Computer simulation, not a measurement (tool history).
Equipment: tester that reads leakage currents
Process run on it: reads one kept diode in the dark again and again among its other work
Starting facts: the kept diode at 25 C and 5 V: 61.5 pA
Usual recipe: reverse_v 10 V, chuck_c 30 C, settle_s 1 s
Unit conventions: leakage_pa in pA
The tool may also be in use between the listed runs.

Run 1, hour 0: usual settings. Result: leakage_pa 135.07 pA.
Run 2, hour 111.1: usual settings. Result: leakage_pa 133.64 pA.
At hour 152.8: probe card cleaned and baked.
Run 3, hour 194.3: usual settings but reverse_v 3.8 V. Result: leakage_pa 72.09 pA.
Run 4, hour 279.1: usual settings. Result: leakage_pa 124.53 pA.
Run 5, hour 401.1: usual settings. Result: leakage_pa 125.16 pA.
Run 6, hour 480.2: usual settings. Result: leakage_pa 123.69 pA.
Run 7, hour 594.9: usual settings. Result: leakage_pa 123.94 pA.
Run 8, hour 672.4: usual settings. Result: leakage_pa 123.24 pA.
Run 9, hour 778.6: usual settings. Result: leakage_pa 122.97 pA.
Run 10, hour 868: usual settings. Result: leakage_pa 121.86 pA.
At hour 934: tester calibrated.
Run 11, hour 1000.8: usual settings. Result: leakage_pa 124.99 pA.
Run 12, hour 1054.6: usual settings. Result: leakage_pa 124.17 pA.
Run 13, hour 1144.1: usual settings but chuck_c 32 C, settle_s 7.79 s. Result: leakage_pa 142.92 pA.
Run 14, hour 1208.6: usual settings but reverse_v 1.4 V, chuck_c 47 C, settle_s 2.3 s. Result: leakage_pa 152.95 pA.
Run 15, hour 1330.2: usual settings but reverse_v 1.2 V, chuck_c 53 C, settle_s 1.21 s. Result: leakage_pa 219.03 pA.
Run 16, hour 1390: usual settings but reverse_v 1.2 V, chuck_c 53 C, settle_s 1.21 s. Result: leakage_pa 218.47 pA.
Run 17, hour 1459.1: usual settings but reverse_v 1.2 V, chuck_c 53 C, settle_s 1.21 s. Result: leakage_pa 216.94 pA.
At hour 1524.6: chuck's temperature calibrated.
Run 18, hour 1591: usual settings but reverse_v 15.8 V, chuck_c 35 C, settle_s 0.92 s. Result: leakage_pa 279.55 pA.
Run 19, hour 1694.7: usual settings but reverse_v 9.1 V, chuck_c 58 C, settle_s 2.6 s. Result: leakage_pa 1107.16 pA.
Run 20, hour 1765.4: usual settings but reverse_v 19.3 V, settle_s 5.06 s. Result: leakage_pa 207.09 pA.
Run 21, hour 1865: usual settings but reverse_v 1.1 V, settle_s 5.06 s. Result: leakage_pa 40.3 pA.

3 options for the next run, each taken on its own from the tool as it stands now. Forecast them:
Run A, hour 1936.7: usual settings but reverse_v 1.1 V, chuck_c 33 C, settle_s 5.06 s. Result: leakage_pa ?.
Run B, hour 1936.7: usual settings but reverse_v 1.1 V, chuck_c 26 C, settle_s 5.06 s. Result: leakage_pa ?.
Run C, hour 1936.7: usual settings but chuck_c 28 C, settle_s 3.54 s. Result: leakage_pa ?.

run  leakage_pa
  A       51.09
  B       28.73
  C       120.2
With the hidden condition removed and each run's random variation left untouched, the same runs would have given:
run  leakage_pa
  A        52.3
  B       29.11
  C      117.89
